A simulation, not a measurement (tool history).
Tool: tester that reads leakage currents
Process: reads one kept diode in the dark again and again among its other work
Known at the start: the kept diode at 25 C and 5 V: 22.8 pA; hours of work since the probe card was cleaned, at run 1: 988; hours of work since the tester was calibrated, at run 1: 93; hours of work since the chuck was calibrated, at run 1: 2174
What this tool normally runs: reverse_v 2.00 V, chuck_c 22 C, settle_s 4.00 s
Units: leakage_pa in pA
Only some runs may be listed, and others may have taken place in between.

| run | hour | reverse_v | chuck_c | settle_s | hours of work since the probe card was cleaned | hours of work since the tester was calibrated | hours of work since the chuck was calibrated | leakage_pa |
|---|---|---|---|---|---|---|---|---|
| 1 | 0.0 | 2.00 | 22 | 4.00 | 988 | 93 | 2174 | 14.26 |
| 2 | 18.1 | 2.00 | 22 | 4.00 | 999 | 103 | 2184 | 14.26 |
| 3 | 48.9 | 2.00 | 22 | 4.00 | 1016 | 120 | 2202 | 14.28 |
| 4 | 69.4 | 2.00 | 22 | 4.00 | 1027 | 132 | 2213 | 14.35 |
| 5 | 105.4 | 2.00 | 22 | 4.00 | 1048 | 152 | 2233 | 14.55 |
| 6 | 135.0 | 2.37 | 22 | 4.00 | 1064 | 169 | 2250 | 15.63 |
| 7 | 150.9 | 2.00 | 22 | 5.88 | 1073 | 178 | 2259 | 14.39 |
| 8 | 166.6 | 2.00 | 22 | 5.88 | 1082 | 186 | 2268 | 14.41 |
| 9 | 192.1 | 2.00 | 22 | 4.00 | 1096 | 201 | 2282 | 14.50 |
| 10 | 224.8 | 2.00 | 22 | 4.00 | 1115 | 219 | 2300 | 14.50 |
| 11 | 249.0 | 2.60 | 22 | 4.00 | 1128 | 233 | 2314 | 16.57 |
| 12 | 276.6 | 2.00 | 22 | 4.00 | 1144 | 248 | 2329 | 14.55 |
| 13 | 300.2 | 2.00 | 22 | 4.00 | 1157 | 261 | 2343 | 14.56 |
| 14 | 321.8 | 2.00 | 22 | 5.98 | 1169 | 274 | 2355 | 14.50 |
| 15 | 342.6 | 2.00 | 22 | 5.98 | 1181 | 285 | 2366 | 14.37 |
| 16 | 368.9 | 2.00 | 22 | 5.98 | 1195 | 300 | 2381 | 14.61 |
| 17 | 400.6 | 2.00 | 22 | 4.00 | 1213 | 318 | 2399 | 14.62 |
| 18 | 431.6 | 2.00 | 22 | 4.00 | 1231 | 335 | 2416 | 14.63 |
|  | 454.5 | chuck's temperature calibrated |
| 19 | 470.3 | 2.00 | 22 | 4.00 | 1251 | 356 | 9 | 15.40 |
| 20 | 491.6 | 2.00 | 22 | 4.00 | 1263 | 368 | 21 | 15.20 |
| 21 | 519.6 | 2.00 | 22 | 4.00 | 1279 | 383 | 37 | 15.24 |
| 22 | 542.2 | 5.43 | 42 | 7.24 | 1291 | 396 | 49 | 108.39 |
|  | 549.1 | chuck's temperature calibrated, once more |
| 23 | 575.3 | 5.43 | 42 | 7.24 | 1309 | 414 | 15 | 90.54 |
| 24 | 590.3 | 3.49 | 42 | 4.82 | 1317 | 422 | 23 | 73.66 |
| 25 | 626.5 | 3.49 | 27 | 4.82 | 1338 | 442 | 43 | 24.24 |
| 26 | 651.8 | 2.81 | 48 | 4.01 | 1352 | 456 | 58 | 102.27 |
| 27 | 685.4 | 2.00 | 31 | 0.34 | 1371 | 475 | 76 | 26.76 |
| 28 | 720.6 | 1.74 | 20 | 2.32 | 1390 | 495 | 96 | 10.27 |
| 29 | 741.1 | 3.85 | 49 | 2.32 | 1402 | 507 | 108 | 127.00 |
| 30 | 767.8 | 15.31 | 49 | 4.14 | 1417 | 522 | 123 | 240.60 |
| 31 | 794.5 | 15.31 | 49 | 4.14 | 1432 | 536 | 138 | 239.89 |
| 32 | 814.2 | 14.20 | 24 | 0.56 | 1443 | 548 | 149 | 47.34 |
| 33 | 839.7 | 1.30 | 54 | 2.79 | 1457 | 562 | 163 | 109.39 |
| 34 | 855.3 | 1.46 | 22 | 7.17 | 1466 | 571 | 172 | 10.93 |
| 35 | 875.8 | 1.13 | 22 | 4.00 | 1478 | 582 | 183 | 9.78 |
| 36 | 891.6 | 12.99 | 27 | 0.95 | 1486 | 591 | 192 | 50.77 |
| 37 | 906.8 | 12.99 | 27 | 0.95 | 1495 | 599 | 201 | 50.89 |
| 38 | 929.4 | 1.55 | 24 | 0.38 | 1508 | 612 | 213 | 14.47 |
| 39 | 962.6 | 4.32 | 35 | 1.09 | 1526 | 631 | 232 | 50.55 |

Consider 5 possible next runs. They are alternatives, not a sequence: every one starts from the tool as it was left by run 39. What does each give?
| A | 981.1 | 2.00 | 22 | 0.83 | 1537 | 641 | 242 | ? |
| B | 981.1 | 6.28 | 44 | 1.09 | 1537 | 641 | 242 | ? |
| C | 981.1 | 15.73 | 35 | 2.91 | 1537 | 641 | 242 | ? |
| D | 981.1 | 5.46 | 30 | 0.59 | 1537 | 641 | 242 | ? |
| E | 981.1 | 15.76 | 29 | 2.88 | 1537 | 641 | 242 | ? |

| run | leakage_pa |
|---|---|
| A | 13.61 |
| B | 113.94 |
| C | 93.28 |
| D | 41.02 |
| E | 61.64 |
Stripped of hidden state, with their random variation kept, the same runs would have yielded:
| run | leakage_pa |
|---|---|
| A | 12.73 |
| B | 110.53 |
| C | 86.51 |
| D | 38.60 |
| E | 55.15 |

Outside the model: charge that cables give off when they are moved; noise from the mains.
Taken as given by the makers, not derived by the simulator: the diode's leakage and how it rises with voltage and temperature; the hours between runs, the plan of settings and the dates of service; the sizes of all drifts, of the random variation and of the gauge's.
